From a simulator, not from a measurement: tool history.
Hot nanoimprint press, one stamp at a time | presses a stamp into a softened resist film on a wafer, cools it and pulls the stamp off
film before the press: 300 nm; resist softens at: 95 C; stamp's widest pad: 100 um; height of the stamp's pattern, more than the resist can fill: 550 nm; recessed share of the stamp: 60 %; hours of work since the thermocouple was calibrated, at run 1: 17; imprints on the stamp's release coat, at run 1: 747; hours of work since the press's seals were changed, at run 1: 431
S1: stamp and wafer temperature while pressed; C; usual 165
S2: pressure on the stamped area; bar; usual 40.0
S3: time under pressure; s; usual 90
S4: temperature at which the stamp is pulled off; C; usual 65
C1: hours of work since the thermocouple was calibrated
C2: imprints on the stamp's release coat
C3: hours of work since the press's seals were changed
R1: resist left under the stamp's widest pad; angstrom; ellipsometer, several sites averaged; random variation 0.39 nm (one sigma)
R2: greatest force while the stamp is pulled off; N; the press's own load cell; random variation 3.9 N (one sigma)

run	day	S1	S2	S3	S4	C1	C2	C3	R1	R2
1	0.000	165	40.0	90	65	17	747	431	1105	208
2	1.558	165	40.0	90	65	44	859	458	1108	224
3	2.954	165	40.0	90	65	69	960	483	1105	228
# day 3.946: stamp cleaned and given a new release coat
4	5.308	165	40.0	90	65	105	99	519	1089	191
5	6.521	165	40.0	90	65	126	187	540	1088	195
6	9.333	165	40.0	90	65	175	389	589	1084	204
7	11.629	165	40.0	90	66	215	555	629	1086	195
8	14.588	165	40.0	90	65	266	769	680	1073	215
9	16.625	165	31.4	90	65	301	916	715	1188	222
# day 18.267: stamp cleaned and given a new release coat
10	18.983	165	31.4	90	65	338	51	752	1175	181
# day 21.475: plate thermocouple calibrated
11	21.475	165	31.4	90	65	0	222	793	1248	198
# day 22.083: press's hydraulic seals changed and the load cell set to zero
12	23.288	165	31.4	90	65	26	329	21	1225	202
13	24.525	165	31.4	90	65	47	418	42	1228	208
14	26.312	165	31.4	90	65	78	547	73	1213	209
15	27.975	165	31.4	90	65	107	667	102	1218	216
16	30.854	168	57.4	90	54	157	875	152	824	262
# day 33.021: stamp cleaned and given a new release coat
17	33.538	170	50.4	83	64	199	37	194	852	178
18	35.758	170	59.9	83	51	237	197	233	784	245
19	37.625	170	59.9	83	68	270	332	265	778	189
20	39.529	155	40.0	148	59	303	470	298	1218	217
21	42.088	155	40.0	148	59	347	654	342	1210	228
# day 43.946: plate thermocouple calibrated
22	44.633	155	48.3	148	53	12	829	384	1183	273
# day 47.508: stamp cleaned and given a new release coat
23	47.562	172	40.0	90	65	58	3	431	876	195
24	49.704	169	27.0	104	58	95	158	468	1077	210
25	52.675	171	40.0	89	72	147	372	519	905	173
26	55.642	171	40.0	89	72	198	587	571	901	179
27	57.742	158	49.5	90	65	235	738	607	1239	215
28	60.388	158	49.5	90	65	281	929	653	1233	225
# day 61.917: stamp cleaned and given a new release coat
29	62.433	164	49.5	129	65	312	37	684	851	187

4 ways to go on from here, each from the tool as it stands after run 29. What would each give?
A	64.742	165	56.6	90	65	352	204	724	?	?
B	64.742	165	40.0	82	65	352	204	724	?	?
C	64.742	160	59.2	90	70	352	204	724	?	?
D	64.742	165	50.9	108	65	352	204	724	?	?

run	R1	R2
A	907	187
B	1104	191
C	1052	178
D	878	185
Without the tool's hidden state the same runs would have given:
run	R1	R2
A	944	184
B	1153	188
C	1097	176
D	915	182
